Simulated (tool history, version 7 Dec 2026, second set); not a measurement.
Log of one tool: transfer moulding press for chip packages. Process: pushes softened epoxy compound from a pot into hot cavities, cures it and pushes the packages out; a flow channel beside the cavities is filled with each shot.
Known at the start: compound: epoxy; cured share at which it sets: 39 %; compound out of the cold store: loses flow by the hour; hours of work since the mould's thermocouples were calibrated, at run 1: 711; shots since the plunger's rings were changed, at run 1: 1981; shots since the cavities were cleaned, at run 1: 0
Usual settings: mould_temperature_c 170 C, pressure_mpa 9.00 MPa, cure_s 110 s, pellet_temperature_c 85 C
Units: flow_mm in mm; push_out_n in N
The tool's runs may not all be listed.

run     day  mould_temperature_c  pressure_mpa  cure_s  pellet_temperature_c  hours of work since the mould's thermocouples were calibrated  shots since the plunger's rings were changed  shots since the cavities were cleaned  incoming compound's hours out of the cold store  flow_mm  push_out_n
  1   0.000                  170          9.00     110                    85                                                            711                                          1981                                      0                                             40.4      690         471
      0.404  -- mould's thermocouples calibrated
      1.946  -- cavities cleaned with cleaning compound and waxed
  2   3.042                  170          9.00     110                    85                                                             44                                          2783                                    305                                             10.9      797         864
      3.950  -- plunger's sealing rings changed
      4.012  -- cavities cleaned with cleaning compound and waxed
  3   4.754                  170          9.00     110                    85                                                             70                                           205                                    205                                             13.7      805         610
      6.038  -- cavities cleaned with cleaning compound and waxed
      7.962  -- cavities cleaned with cleaning compound and waxed
  4   8.154                  170          9.00     110                    85                                                            126                                          1111                                     53                                              9.3      817         543
      9.204  -- cavities cleaned with cleaning compound and waxed, once more
  5  10.421                  170          9.00     110                    85                                                            164                                          1721                                    336                                             40.5      699         638
     11.262  -- cavities cleaned with cleaning compound and waxed
     13.254  -- cavities cleaned with cleaning compound and waxed
  6  13.254                  170         10.08     110                    85                                                            210                                          2470                                      0                                             28.1      776         511
     15.067  -- cavities cleaned with cleaning compound and waxed
     15.433  -- plunger's sealing rings changed
  7  15.525                  170         10.08     110                    85                                                            246                                            26                                     98                                             21.6      823         523
     17.108  -- cavities cleaned with cleaning compound and waxed
  8  17.108                  170          9.00     110                    75                                                            272                                           447                                      0                                             46.9      686         480
     19.092  -- cavities cleaned with cleaning compound and waxed
  9  20.292                  170          9.00     120                    85                                                            325                                          1310                                    332                                             26.7      747         586
     21.179  -- cavities cleaned with cleaning compound and waxed
     23.175  -- cavities cleaned with cleaning compound and waxed
 10  23.642                  170          9.00     120                    85                                                            380                                          2202                                    129                                             10.7      803         554
     25.058  -- cavities cleaned with cleaning compound and waxed
 11  25.379                  170          9.85     120                    85                                                            408                                          2666                                     89                                             19.6      799         506
     26.667  -- plunger's sealing rings changed
 12  26.829                  170          9.85     120                    85                                                            431                                            46                                    462                                             21.6      814         630
     27.146  -- cavities cleaned with cleaning compound and waxed
     29.000  -- cavities cleaned with cleaning compound and waxed
 13  29.400                  170          9.85     120                    85                                                            473                                           723                                    112                                             46.4      715         494
     30.817  -- cavities cleaned with cleaning compound and waxed
     32.654  -- cavities cleaned with cleaning compound and waxed
 14  32.654                  170          9.85     120                    85                                                            526                                          1588                                      0                                             31.2      766         445
     34.558  -- cavities cleaned with cleaning compound and waxed
 15  35.879                  163          9.00     115                    86                                                            580                                          2463                                    365                                             24.6      756         817

Run 16 comes next. What will it give?
     36.625  -- cavities cleaned with cleaning compound and waxed
     37.962  -- plunger's sealing rings changed
 16  38.271                  168          9.00     110                    93                                                            618                                            85                                    426                                             14.9        ?           ?

{"run 16": {"flow_mm": 805, "push_out_n": 691}}
Without the tool's hidden state the same run would have given flow_mm 808 mm, push_out_n 517 N.
